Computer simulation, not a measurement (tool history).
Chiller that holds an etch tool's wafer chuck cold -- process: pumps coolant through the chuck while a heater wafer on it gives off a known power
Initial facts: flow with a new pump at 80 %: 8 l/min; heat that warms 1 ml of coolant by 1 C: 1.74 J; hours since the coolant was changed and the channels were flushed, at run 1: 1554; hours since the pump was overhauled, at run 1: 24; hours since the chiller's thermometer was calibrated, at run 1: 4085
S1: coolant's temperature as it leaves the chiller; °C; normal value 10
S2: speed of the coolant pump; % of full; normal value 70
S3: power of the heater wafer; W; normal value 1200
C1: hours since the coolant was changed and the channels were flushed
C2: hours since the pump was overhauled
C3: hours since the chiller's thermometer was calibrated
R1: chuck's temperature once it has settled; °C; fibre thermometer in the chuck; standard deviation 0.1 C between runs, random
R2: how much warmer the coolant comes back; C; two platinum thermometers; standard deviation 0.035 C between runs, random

run 1 hour=0.0 | S1=10 S2=70 S3=1200 | C1=1554 C2=24 C3=4085 | R1=20.3 R2=5.95
run 2 hour=22.3 | S1=10 S2=66 S3=1200 | C1=1576 C2=47 C3=4108 | R1=21.0 R2=6.46
run 3 hour=50.4 | S1=10 S2=66 S3=1200 | C1=1604 C2=75 C3=4136 | R1=20.9 R2=6.39
run 4 hour=66.0 | S1=10 S2=66 S3=1200 | C1=1620 C2=90 C3=4152 | R1=20.9 R2=6.46
run 5 hour=89.2 | S1=10 S2=66 S3=1200 | C1=1643 C2=113 C3=4175 | R1=20.8 R2=6.46
run 6 hour=109.4 | S1=10 S2=70 S3=1200 | C1=1663 C2=134 C3=4195 | R1=20.1 R2=6.09
run 7 hour=143.0 | S1=10 S2=70 S3=1176 | C1=1697 C2=167 C3=4229 | R1=20.1 R2=5.94
run 8 hour=167.6 | S1=10 S2=70 S3=1176 | C1=1722 C2=192 C3=4253 | R1=19.9 R2=5.93
run 9 hour=191.9 | S1=10 S2=70 S3=1176 | C1=1746 C2=216 C3=4277 | R1=20.1 R2=5.91
run 10 hour=228.6 | S1=10 S2=70 S3=1176 | C1=1783 C2=253 C3=4314 | R1=20.0 R2=5.95
run 11 hour=248.9 | S1=10 S2=70 S3=1200 | C1=1803 C2=273 C3=4334 | R1=20.2 R2=6.05
run 12 hour=270.6 | S1=10 S2=70 S3=1200 | C1=1825 C2=295 C3=4356 | R1=20.2 R2=6.06
-- hour=277.7 coolant pump overhauled
run 13 hour=300.8 | S1=10 S2=70 S3=1200 | C1=1850 C2=23 C3=4381 | R1=20.3 R2=6.06
run 14 hour=324.6 | S1=8 S2=70 S3=1200 | C1=1874 C2=47 C3=4405 | R1=18.3 R2=6.13
-- hour=354.3 coolant pump overhauled, once more
run 15 hour=365.4 | S1=10 S2=70 S3=1200 | C1=1909 C2=11 C3=4441 | R1=20.2 R2=6.05
run 16 hour=400.8 | S1=10 S2=70 S3=1200 | C1=1945 C2=46 C3=4476 | R1=20.4 R2=6.02
run 17 hour=432.2 | S1=10 S2=70 S3=1200 | C1=1976 C2=78 C3=4508 | R1=20.2 R2=6.05
run 18 hour=460.8 | S1=10 S2=66 S3=1200 | C1=2005 C2=107 C3=4536 | R1=20.9 R2=6.46
run 19 hour=488.5 | S1=10 S2=94 S3=1627 | C1=2033 C2=134 C3=4564 | R1=20.5 R2=5.91
run 20 hour=508.7 | S1=10 S2=61 S3=1627 | C1=2053 C2=154 C3=4584 | R1=26.1 R2=9.65
run 21 hour=541.4 | S1=18 S2=61 S3=648 | C1=2085 C2=187 C3=4617 | R1=24.1 R2=3.83
run 22 hour=567.8 | S1=18 S2=69 S3=1652 | C1=2112 C2=213 C3=4643 | R1=32.5 R2=8.53
run 23 hour=591.5 | S1=10 S2=71 S3=942 | C1=2135 C2=237 C3=4667 | R1=17.9 R2=4.63
run 24 hour=612.5 | S1=10 S2=77 S3=756 | C1=2157 C2=258 C3=4688 | R1=15.7 R2=3.44
run 25 hour=644.0 | S1=10 S2=77 S3=756 | C1=2188 C2=290 C3=4720 | R1=15.6 R2=3.44
run 26 hour=674.5 | S1=10 S2=77 S3=756 | C1=2219 C2=320 C3=4750 | R1=15.5 R2=3.41
run 27 hour=697.4 | S1=10 S2=77 S3=756 | C1=2241 C2=343 C3=4773 | R1=15.7 R2=3.44

Predict the results of run 28:
run 28 hour=723.4 | S1=10 S2=65 S3=1322 | C1=2267 C2=369 C3=4799 | R1=? R2=?

R1: 22.2 °C
R2: 7.31 C
With no hidden state in the tool, this same run would have given R1 22.5 °C, R2 7.24 C.
